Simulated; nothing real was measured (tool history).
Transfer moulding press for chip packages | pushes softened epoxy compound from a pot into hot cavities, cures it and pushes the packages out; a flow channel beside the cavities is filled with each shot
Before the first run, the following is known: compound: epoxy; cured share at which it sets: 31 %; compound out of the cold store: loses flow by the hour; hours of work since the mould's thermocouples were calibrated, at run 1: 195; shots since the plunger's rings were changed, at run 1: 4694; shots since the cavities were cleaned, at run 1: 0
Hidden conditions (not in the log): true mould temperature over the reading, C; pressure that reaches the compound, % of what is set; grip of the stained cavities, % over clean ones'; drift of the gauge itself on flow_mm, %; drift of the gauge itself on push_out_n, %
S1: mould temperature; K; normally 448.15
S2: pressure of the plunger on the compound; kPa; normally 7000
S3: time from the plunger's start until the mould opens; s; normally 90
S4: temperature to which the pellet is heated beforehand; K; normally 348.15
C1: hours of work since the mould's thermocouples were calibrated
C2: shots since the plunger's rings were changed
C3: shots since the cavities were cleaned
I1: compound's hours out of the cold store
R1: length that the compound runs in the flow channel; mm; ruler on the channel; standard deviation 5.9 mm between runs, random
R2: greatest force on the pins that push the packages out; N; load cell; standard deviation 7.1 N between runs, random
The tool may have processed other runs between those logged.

run	hour	S1	S2	S3	S4	C1	C2	C3	I1	R1	R2
1	0	448.15	7000	90	348.15	195	4694	0	38.2	825	285
2	70.3	448.15	7000	95	348.15	233	5502	808	32.5	835	512
# hour 101.9: cavities cleaned with cleaning compound and waxed
3	125.4	448.15	7000	95	348.15	262	6119	269	44.6	799	387
# hour 174.2: plunger's sealing rings changed
4	181.4	448.15	5370	90	348.15	291	83	885	41.6	759	573
# hour 207.3: cavities cleaned with cleaning compound and waxed
5	246.8	448.15	5370	90	348.15	326	817	453	13.7	809	516
6	287.5	448.15	7000	74	348.15	348	1286	922	14.8	925	898
# hour 307.9: cavities cleaned with cleaning compound and waxed
7	343.2	448.15	7000	74	348.15	377	1909	406	28.8	889	742
# hour 405.6: cavities cleaned with cleaning compound and waxed
8	416.9	447.15	7000	74	350.15	417	2741	131	28	873	663
9	452.8	447.15	7000	74	350.15	436	3153	543	14.3	900	850
# hour 503: cavities cleaned with cleaning compound and waxed
10	509.9	447.15	7000	74	350.15	466	3792	79	34.9	841	528
# hour 558.4: mould's thermocouples calibrated
11	559.8	446.15	7000	80	351.15	1	4344	631	37.9	845	773
12	593.6	448.15	6250	90	342.15	19	4733	1020	23.6	813	605
# hour 601.8: cavities cleaned with cleaning compound and waxed
13	660.8	448.15	6250	90	342.15	55	5488	679	24	806	555
# hour 699.4: cavities cleaned with cleaning compound and waxed
14	706.1	448.15	6250	90	342.15	78	5992	77	18.8	805	355

Below are 4 alternative next runs, each starting from the tool's condition after run 14. Predict each:
A	748	448.15	6950	90	342.15	101	6474	559	22.8	?	?
B	748	448.15	6250	90	348.15	101	6474	559	47.9	?	?
C	748	448.15	8460	90	342.15	101	6474	559	26.9	?	?
D	748	449.15	5360	86	342.15	101	6474	559	45.6	?	?

run	R1	R2
A	845	518
B	740	527
C	924	531
D	691	541
Stripped of hidden state, with their random variation kept, the same runs would have yielded:
run	R1	R2
A	925	293
B	810	296
C	1011	301
D	757	305
